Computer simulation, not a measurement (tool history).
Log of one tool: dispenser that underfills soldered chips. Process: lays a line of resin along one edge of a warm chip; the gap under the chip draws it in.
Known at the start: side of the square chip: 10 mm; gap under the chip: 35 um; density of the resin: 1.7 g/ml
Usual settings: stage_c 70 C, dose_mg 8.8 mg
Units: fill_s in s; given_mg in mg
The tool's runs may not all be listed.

| run | hour | stage_c | dose_mg | fill_s | given_mg |
|---|---|---|---|---|---|
| 1 | 0 | 70 | 8.8 | 294.1 | 8.6 |
|  | 1.6 | new syringe of resin |
| 2 | 5 | 70 | 8.8 | 225.4 | 8.54 |
| 3 | 8.9 | 70 | 8.8 | 272.8 | 8.54 |
|  | 12.3 | new syringe of resin |
| 4 | 13.3 | 70 | 8.8 | 198.5 | 8.51 |
| 5 | 16.1 | 70 | 8.8 | 230 | 8.64 |
| 6 | 22.4 | 70 | 8.8 | 302.9 | 8.5 |
|  | 23.1 | new syringe of resin |
| 7 | 26.9 | 70 | 8.8 | 229.9 | 8.58 |
| 8 | 31.8 | 76 | 10.87 | 214.5 | 10.57 |
|  | 34 | new syringe of resin |
| 9 | 35.9 | 76 | 10.87 | 159.8 | 10.48 |
| 10 | 40.5 | 66 | 11.37 | 303.4 | 10.91 |
|  | 44.8 | new syringe of resin |
| 11 | 44.8 | 75 | 8.9 | 157.5 | 8.58 |
| 12 | 48.6 | 75 | 8.9 | 186.9 | 8.6 |
| 13 | 53.1 | 72 | 9.23 | 258.1 | 8.86 |

Forecast each of these 4 alternatives for the next run:
|  | 55.8 | new syringe of resin |
| A | 59.4 | 62 | 8.8 | ? | ? |
|  | 55.8 | new syringe of resin |
| B | 59.4 | 77 | 9.37 | ? | ? |
|  | 55.8 | new syringe of resin |
| C | 59.4 | 72 | 10.58 | ? | ? |
|  | 55.8 | new syringe of resin |
| D | 59.4 | 68 | 9.55 | ? | ? |

| run | fill_s | given_mg |
|---|---|---|
| A | 329 | 8.39 |
| B | 170.8 | 8.97 |
| C | 205.8 | 10.11 |
| D | 247 | 9.15 |
Without the tool's hidden state the same runs would have given:
| run | fill_s | given_mg |
|---|---|---|
| A | 289.7 | 8.77 |
| B | 150 | 9.38 |
| C | 181.6 | 10.57 |
| D | 217.7 | 9.56 |
